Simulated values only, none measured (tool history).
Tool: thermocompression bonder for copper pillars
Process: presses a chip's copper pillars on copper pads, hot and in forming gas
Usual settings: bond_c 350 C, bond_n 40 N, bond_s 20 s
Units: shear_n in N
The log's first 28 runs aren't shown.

run	hour	bond_c	bond_n	bond_s	shear_n
29	1751	379	53	29	62.6
30	1824.6	350	41	20	37.6
31	1871.6	325	41	10	21.6
32	1928.7	325	41	10	21.6
33	2009.1	324	41	10	20.5
34	2050.1	324	41	28	30.8
# hour 2098.6: forming gas filter changed
35	2124.3	324	41	28	33.3
36	2211.3	324	41	12	22.1
37	2282.2	371	28	21	33.1
38	2340.1	371	28	21	31.7
39	2400.6	371	28	21	31.8

Forecast each of these 3 alternatives for the next run:
A	2438.8	368	53	28	?
B	2438.8	341	59	21	?
C	2438.8	325	30	21	?

run	shear_n
A	54.4
B	44
C	20.5
Without the tool's hidden state the same runs would have given:
run	shear_n
A	61.5
B	50.8
C	24.6

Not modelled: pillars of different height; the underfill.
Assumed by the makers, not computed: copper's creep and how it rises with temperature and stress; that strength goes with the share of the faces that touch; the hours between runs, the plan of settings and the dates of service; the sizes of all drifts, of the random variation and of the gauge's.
